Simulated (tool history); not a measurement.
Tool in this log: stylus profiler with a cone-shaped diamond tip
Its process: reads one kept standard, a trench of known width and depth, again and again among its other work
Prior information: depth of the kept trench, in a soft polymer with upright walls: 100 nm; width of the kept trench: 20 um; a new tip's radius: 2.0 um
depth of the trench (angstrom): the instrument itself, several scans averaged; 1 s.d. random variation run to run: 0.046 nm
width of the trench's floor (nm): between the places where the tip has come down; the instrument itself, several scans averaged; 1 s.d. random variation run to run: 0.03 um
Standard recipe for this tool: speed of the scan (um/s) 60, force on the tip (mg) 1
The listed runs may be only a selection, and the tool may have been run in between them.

run   hour  speed of the scan (um/s)  force on the tip (mg)  depth of the trench (angstrom)  width of the trench's floor (nm)
  1      0                        60                      1                          1006.1                             18080
  2   18.6                        60                      1                          1005.9                             18070
  3   44.1                        60                   2.01                          1011.1                             18170
  4   84.1                        60                      1                          1005.3                             18090
  5  106.7                        60                      1                          1006.7                             18030
  6  128.7                        60                      1                          1005.7                             18050
  7  164.9                        60                      1                          1006.3                             18050
  8  186.5                        60                      1                          1005.7                             18030
  9  222.5                        60                      1                          1006.1                             18060
 10  257.2                        60                   0.76                          1004.9                             17910
 11  280.1                        60                   0.76                          1003.9                             18010
 12  322.5                        60                   0.76                          1005.5                             18000
 13  363.9                        60                      1                            1006                             17990
 14  403.8                        60                      1                          1006.2                             18020
 15  443.4                        15                      1                            1005                             18440
 16  474.3                        45                   0.35                          1001.9                             17870
 17  509.6                       222                   2.02                          1010.3                             17130
 18    537                        67                    2.1                          1009.9                             18050
 19  562.6                        67                    2.1                          1010.5                             18110
 20  597.7                        67                    2.1                          1010.5                             18150
 21  621.8                        67                      1                          1005.1                             17880
 22  650.6                        37                   0.36                          1001.9                             18000
 23  676.3                       238                   1.46                          1007.6                             16720
 24  710.8                       238                   1.46                            1007                             16770

Run 25 has not been measured yet. What should we expect?
 25  734.4                       238                   1.46                               ?                                 ?

depth of the trench (angstrom): 1008.1
width of the trench's floor (nm): 16740
With the hidden condition absent and the run-to-run variation left alone, this run would have shown depth of the trench (angstrom) 1010.2, width of the trench's floor (nm) 16980.
